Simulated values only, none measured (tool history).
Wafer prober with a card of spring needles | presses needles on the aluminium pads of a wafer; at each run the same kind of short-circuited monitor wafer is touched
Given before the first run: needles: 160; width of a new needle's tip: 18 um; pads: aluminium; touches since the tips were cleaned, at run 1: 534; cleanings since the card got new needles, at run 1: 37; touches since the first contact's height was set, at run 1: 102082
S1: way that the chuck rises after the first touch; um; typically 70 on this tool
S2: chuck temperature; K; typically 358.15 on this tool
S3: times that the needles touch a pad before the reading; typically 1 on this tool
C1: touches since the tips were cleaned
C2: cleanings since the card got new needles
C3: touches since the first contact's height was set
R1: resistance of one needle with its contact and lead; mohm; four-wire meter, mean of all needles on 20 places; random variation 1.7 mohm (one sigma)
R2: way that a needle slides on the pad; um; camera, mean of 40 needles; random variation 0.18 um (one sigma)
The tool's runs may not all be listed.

run,day,S1,S2,S3,C1,C2,C3,R1,R2
1,0,70,358.15,1,534,37,102082,178,18.08
# day 0.354: tips cleaned on abrasive film
2,0.608,70,387.15,1,1591,38,105882,201,17.78
# day 0.779: tips cleaned on abrasive film
3,1.15,70,387.15,1,2323,39,109253,203,17.86
# day 1.183: tips cleaned on abrasive film
4,1.525,84,358.15,1,2135,40,111585,188,21.31
# day 1.621: tips cleaned on abrasive film
# day 2.058: tips cleaned on abrasive film
5,2.192,84,358.15,1,838,42,115739,178,21.4
# day 2.483: tips cleaned on abrasive film
6,2.838,70,358.15,1,2244,43,119770,199,17.43
# day 2.904: tips cleaned on abrasive film
# day 3.317: tips cleaned on abrasive film
7,3.412,51,358.15,1,616,45,123327,203,12.74
# day 3.717: tips cleaned on abrasive film
8,4.038,70,325.15,1,2004,46,127220,199,17.65
# day 4.15: tips cleaned on abrasive film
9,4.375,70,358.15,1,1406,47,129319,198,17.81
# day 4.592: tips cleaned on abrasive film
10,4.85,70,358.15,1,1626,48,132273,195,17.68
# day 4.996: tips cleaned on abrasive film
11,5.304,70,358.15,1,1932,49,135109,201,17.52
# day 5.4: tips cleaned on abrasive film
# day 5.817: tips cleaned on abrasive film
12,5.925,53,358.15,1,671,51,138950,200,13.15
13,6.204,53,358.15,1,2445,51,140724,230,12.88
# day 6.271: tips cleaned on abrasive film
# day 6.717: tips cleaned on abrasive film
14,6.746,53,358.15,1,177,53,144059,192,13.17
# day 7.154: tips cleaned on abrasive film
15,7.188,53,358.15,1,219,54,146822,190,13.24
# day 7.575: tips cleaned on abrasive film
16,7.708,70,358.15,1,816,55,150053,187,17.58
# day 7.975: tips cleaned on abrasive film
17,8.25,73,312.15,2,1727,56,153455,177,18.4
# day 8.408: tips cleaned on abrasive film
18,8.633,73,312.15,2,1409,57,155827,180,18.51
# day 8.817: tips cleaned on abrasive film
19,9.042,70,312.15,1,1409,58,158355,185,17.39
# day 9.221: tips cleaned on abrasive film
20,9.475,70,302.15,1,1594,59,161071,188,17.76
# day 9.621: tips cleaned on abrasive film
# day 10.067: tips cleaned on abrasive film
21,10.133,70,319.15,1,412,61,165138,173,17.53
22,10.458,70,299.15,2,2463,61,167189,180,17.61
# day 10.517: tips cleaned on abrasive film
# day 10.917: tips cleaned on abrasive film
23,11.112,88,322.15,1,1231,63,171262,175,21.96
# day 11.333: tips cleaned on abrasive film
24,11.592,70,299.15,1,1638,64,174251,191,17.64
# day 11.762: tips cleaned on abrasive film
25,12.021,69,358.15,1,1630,65,176914,200,17.01
# day 12.183: tips cleaned on abrasive film
26,12.417,51,357.15,1,1479,66,179380,227,12.53
# day 12.612: tips cleaned on abrasive film
27,12.946,51,357.15,1,2087,67,182675,237,12.32
# day 13.046: tips cleaned on abrasive film
# day 13.458: tips cleaned on abrasive film
28,13.562,51,319.15,1,651,69,186500,202,12.37
# day 13.879: tips cleaned on abrasive film
29,13.967,87,333.15,1,542,70,189004,172,21.73
# day 14.304: tips cleaned on abrasive film
30,14.479,70,337.15,2,1110,71,192219,180,17.39
# day 14.712: tips cleaned on abrasive film
31,15.092,70,337.15,2,2388,72,196034,190,17.42
# day 15.15: tips cleaned on abrasive film
# day 15.583: tips cleaned on abrasive film
32,15.796,70,337.15,2,1337,74,200402,181,17.15

Describe how what the log doesn't record of the tool's condition differs between the last listed run preceding each entry between runs and the first listed run following it.
Between runs 1 and 2: tips cleaned on abrasive film (day 0.354)
  debris on the tips, nm: 16.6 -> 44.4; way that the needles fall short of the set height, um: 2.14 -> 2.2; tips' diameter, um: 18.75 -> 18.77
  measured value less the no-hidden-state value, R1: +9 -> +22 mohm; R2: -0.56 -> -0.58 um
Between runs 2 and 3: tips cleaned on abrasive film (day 0.779)
  debris on the tips, nm: 44.4 -> 59.4; way that the needles fall short of the set height, um: 2.2 -> 2.26; tips' diameter, um: 18.77 -> 18.79
  measured value less the no-hidden-state value, R1: +22 -> +29 mohm; R2: -0.58 -> -0.6 um
Between runs 3 and 4: tips cleaned on abrasive film (day 1.183)
  debris on the tips, nm: 59.4 -> 58.4; way that the needles fall short of the set height, um: 2.26 -> 2.3; tips' diameter, um: 18.79 -> 18.81
  measured value less the no-hidden-state value, R1: +29 -> +22 mohm; R2: -0.6 -> -0.6 um
Between runs 4 and 5: tips cleaned on abrasive film (day 1.621); tips cleaned on abrasive film (day 2.058)
  debris on the tips, nm: 58.4 -> 30.3; way that the needles fall short of the set height, um: 2.3 -> 2.41; tips' diameter, um: 18.81 -> 18.84
  measured value less the no-hidden-state value, R1: +22 -> +12 mohm; R2: -0.6 -> -0.63 um
Between runs 5 and 6: tips cleaned on abrasive film (day 2.483)
  debris on the tips, nm: 30.3 -> 58.9; way that the needles fall short of the set height, um: 2.41 -> 2.45; tips' diameter, um: 18.84 -> 18.86
  measured value less the no-hidden-state value, R1: +12 -> +30 mohm; R2: -0.63 -> -0.64 um
Between runs 6 and 7: tips cleaned on abrasive film (day 2.904); tips cleaned on abrasive film (day 3.317)
  debris on the tips, nm: 58.9 -> 22.3; way that the needles fall short of the set height, um: 2.45 -> 2.57; tips' diameter, um: 18.86 -> 18.9
  measured value less the no-hidden-state value, R1: +30 -> +23 mohm; R2: -0.64 -> -0.68 um
Between runs 7 and 8: tips cleaned on abrasive film (day 3.717)
  debris on the tips, nm: 22.3 -> 59.3; way that the needles fall short of the set height, um: 2.57 -> 2.64; tips' diameter, um: 18.9 -> 18.92
  measured value less the no-hidden-state value, R1: +23 -> +33 mohm; R2: -0.68 -> -0.7 um
Between runs 8 and 9: tips cleaned on abrasive film (day 4.15)
  debris on the tips, nm: 59.3 -> 44; way that the needles fall short of the set height, um: 2.64 -> 2.68; tips' diameter, um: 18.92 -> 18.94
  measured value less the no-hidden-state value, R1: +33 -> +24 mohm; R2: -0.7 -> -0.71 um
Between runs 9 and 10: tips cleaned on abrasive film (day 4.592)
  debris on the tips, nm: 44 -> 45.1; way that the needles fall short of the set height, um: 2.68 -> 2.73; tips' diameter, um: 18.94 -> 18.95
  measured value less the no-hidden-state value, R1: +24 -> +25 mohm; R2: -0.71 -> -0.72 um
Between runs 10 and 11: tips cleaned on abrasive film (day 4.996)
  debris on the tips, nm: 45.1 -> 55; way that the needles fall short of the set height, um: 2.73 -> 2.77; tips' diameter, um: 18.95 -> 18.97
  measured value less the no-hidden-state value, R1: +25 -> +30 mohm; R2: -0.72 -> -0.72 um
Between runs 11 and 12: tips cleaned on abrasive film (day 5.4); tips cleaned on abrasive film (day 5.817)
  debris on the tips, nm: 55 -> 21; way that the needles fall short of the set height, um: 2.77 -> 2.91; tips' diameter, um: 18.97 -> 19.02
  measured value less the no-hidden-state value, R1: +30 -> +21 mohm; R2: -0.72 -> -0.76 um
Between runs 13 and 14: tips cleaned on abrasive film (day 6.271); tips cleaned on abrasive film (day 6.717)
  debris on the tips, nm: 61.7 -> 12.6; way that the needles fall short of the set height, um: 2.91 -> 3.04; tips' diameter, um: 19.02 -> 19.06
  measured value less the no-hidden-state value, R1: +55 -> +14 mohm; R2: -0.75 -> -0.81 um
Between runs 14 and 15: tips cleaned on abrasive film (day 7.154)
  debris on the tips, nm: 12.6 -> 10.2; way that the needles fall short of the set height, um: 3.04 -> 3.08; tips' diameter, um: 19.06 -> 19.08
  measured value less the no-hidden-state value, R1: +14 -> +12 mohm; R2: -0.81 -> -0.81 um
Between runs 15 and 16: tips cleaned on abrasive film (day 7.575)
  debris on the tips, nm: 10.2 -> 28.4; way that the needles fall short of the set height, um: 3.08 -> 3.12; tips' diameter, um: 19.08 -> 19.09
  measured value less the no-hidden-state value, R1: +12 -> +16 mohm; R2: -0.81 -> -0.82 um
Between runs 16 and 17: tips cleaned on abrasive film (day 7.975)
  debris on the tips, nm: 28.4 -> 51.9; way that the needles fall short of the set height, um: 3.12 -> 3.17; tips' diameter, um: 19.09 -> 19.11
  measured value less the no-hidden-state value, R1: +16 -> +17 mohm; R2: -0.82 -> -0.83 um
Between runs 17 and 18: tips cleaned on abrasive film (day 8.408)
  debris on the tips, nm: 51.9 -> 41.7; way that the needles fall short of the set height, um: 3.17 -> 3.23; tips' diameter, um: 19.11 -> 19.13
  measured value less the no-hidden-state value, R1: +17 -> +15 mohm; R2: -0.83 -> -0.85 um
Between runs 18 and 19: tips cleaned on abrasive film (day 8.817)
  debris on the tips, nm: 41.7 -> 42.4; way that the needles fall short of the set height, um: 3.23 -> 3.3; tips' diameter, um: 19.13 -> 19.15
  measured value less the no-hidden-state value, R1: +15 -> +25 mohm; R2: -0.85 -> -0.87 um
Between runs 19 and 20: tips cleaned on abrasive film (day 9.221)
  debris on the tips, nm: 42.4 -> 45.8; way that the needles fall short of the set height, um: 3.3 -> 3.35; tips' diameter, um: 19.15 -> 19.17
  measured value less the no-hidden-state value, R1: +25 -> +28 mohm; R2: -0.87 -> -0.89 um
Between runs 20 and 21: tips cleaned on abrasive film (day 9.621); tips cleaned on abrasive film (day 10.067)
  debris on the tips, nm: 45.8 -> 15.7; way that the needles fall short of the set height, um: 3.35 -> 3.46; tips' diameter, um: 19.17 -> 19.21
  measured value less the no-hidden-state value, R1: +28 -> +11 mohm; R2: -0.89 -> -0.9 um
Between runs 22 and 23: tips cleaned on abrasive film (day 10.517); tips cleaned on abrasive film (day 10.917)
  debris on the tips, nm: 62.4 -> 38.7; way that the needles fall short of the set height, um: 3.46 -> 3.58; tips' diameter, um: 19.21 -> 19.25
  measured value less the no-hidden-state value, R1: +23 -> +16 mohm; R2: -0.91 -> -0.93 um
Between runs 23 and 24: tips cleaned on abrasive film (day 11.333)
  debris on the tips, nm: 38.7 -> 47.2; way that the needles fall short of the set height, um: 3.58 -> 3.63; tips' diameter, um: 19.25 -> 19.27
  measured value less the no-hidden-state value, R1: +16 -> +29 mohm; R2: -0.93 -> -0.95 um
Between runs 24 and 25: tips cleaned on abrasive film (day 11.762)
  debris on the tips, nm: 47.2 -> 47; way that the needles fall short of the set height, um: 3.63 -> 3.7; tips' diameter, um: 19.27 -> 19.29
  measured value less the no-hidden-state value, R1: +29 -> +28 mohm; R2: -0.95 -> -0.97 um
Between runs 25 and 26: tips cleaned on abrasive film (day 12.183)
  debris on the tips, nm: 47 -> 43.8; way that the needles fall short of the set height, um: 3.7 -> 3.76; tips' diameter, um: 19.29 -> 19.31
  measured value less the no-hidden-state value, R1: +28 -> +47 mohm; R2: -0.97 -> -0.99 um
Between runs 26 and 27: tips cleaned on abrasive film (day 12.612)
  debris on the tips, nm: 43.8 -> 55.5; way that the needles fall short of the set height, um: 3.76 -> 3.83; tips' diameter, um: 19.31 -> 19.34
  measured value less the no-hidden-state value, R1: +47 -> +59 mohm; R2: -0.99 -> -1 um
Between runs 27 and 28: tips cleaned on abrasive film (day 13.046); tips cleaned on abrasive film (day 13.458)
  debris on the tips, nm: 55.5 -> 25.4; way that the needles fall short of the set height, um: 3.83 -> 3.95; tips' diameter, um: 19.34 -> 19.38
  measured value less the no-hidden-state value, R1: +59 -> +31 mohm; R2: -1 -> -1.04 um
Between runs 28 and 29: tips cleaned on abrasive film (day 13.879)
  debris on the tips, nm: 25.4 -> 20.2; way that the needles fall short of the set height, um: 3.95 -> 4.02; tips' diameter, um: 19.38 -> 19.41
  measured value less the no-hidden-state value, R1: +31 -> +9 mohm; R2: -1.04 -> -1.05 um
Between runs 29 and 30: tips cleaned on abrasive film (day 14.304)
  debris on the tips, nm: 20.2 -> 36.9; way that the needles fall short of the set height, um: 4.02 -> 4.08; tips' diameter, um: 19.41 -> 19.43
  measured value less the no-hidden-state value, R1: +9 -> +14 mohm; R2: -1.05 -> -1.08 um
Between runs 30 and 31: tips cleaned on abrasive film (day 14.712)
  debris on the tips, nm: 36.9 -> 59.3; way that the needles fall short of the set height, um: 4.08 -> 4.15; tips' diameter, um: 19.43 -> 19.45
  measured value less the no-hidden-state value, R1: +14 -> +23 mohm; R2: -1.08 -> -1.1 um
Between runs 31 and 32: tips cleaned on abrasive film (day 15.15); tips cleaned on abrasive film (day 15.583)
  debris on the tips, nm: 59.3 -> 44.9; way that the needles fall short of the set height, um: 4.15 -> 4.26; tips' diameter, um: 19.45 -> 19.49
  measured value less the no-hidden-state value, R1: +23 -> +18 mohm; R2: -1.1 -> -1.12 um
